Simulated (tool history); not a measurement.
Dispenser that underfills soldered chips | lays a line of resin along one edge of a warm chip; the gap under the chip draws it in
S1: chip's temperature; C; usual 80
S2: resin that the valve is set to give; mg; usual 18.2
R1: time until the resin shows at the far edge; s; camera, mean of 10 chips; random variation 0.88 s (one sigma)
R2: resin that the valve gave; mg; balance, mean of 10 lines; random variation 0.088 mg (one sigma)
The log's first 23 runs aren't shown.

run,hour,S1,S2,R1,R2
# hour 175.2: new syringe of resin
24,175.2,80,21.4,76.1,19.62
25,185.8,74,16.9,129.3,15.51
# hour 190.4: new syringe of resin
26,191.5,74,16.9,100.9,15.48
# hour 193.4: dispensing valve cleaned and set on the balance
27,199.1,80,18.9,96.6,18.88
28,205.2,80,19.3,116.2,19.11
# hour 206.5: new syringe of resin
29,214.6,80,19.3,95,18.99
# hour 221.5: new syringe of resin
30,222.4,71,17.6,105.8,17.35
31,227.2,71,17.6,121.4,17.28
32,233.6,71,17.6,142.2,17.26
# hour 236.5: new syringe of resin
33,240.4,71,17.6,113,17.08
# hour 251.7: new syringe of resin
34,251.7,92,16,57,15.48

Forecast each of these 5 alternatives for the next run:
A,262.7,92,17,?,?
B,262.7,68,22.5,?,?
C,262.7,77,16,?,?
D,262.7,82,15.9,?,?
E,262.7,80,17.7,?,?

run,R1,R2
A,76.7,16.21
B,149.9,21.48
C,120.5,15.37
D,101.6,15.16
E,105.1,16.98
Without the tool's hidden state the same runs would have given:
run,R1,R2
A,59.6,16.93
B,118.1,22.43
C,93.8,16.05
D,78.8,15.83
E,82,17.73
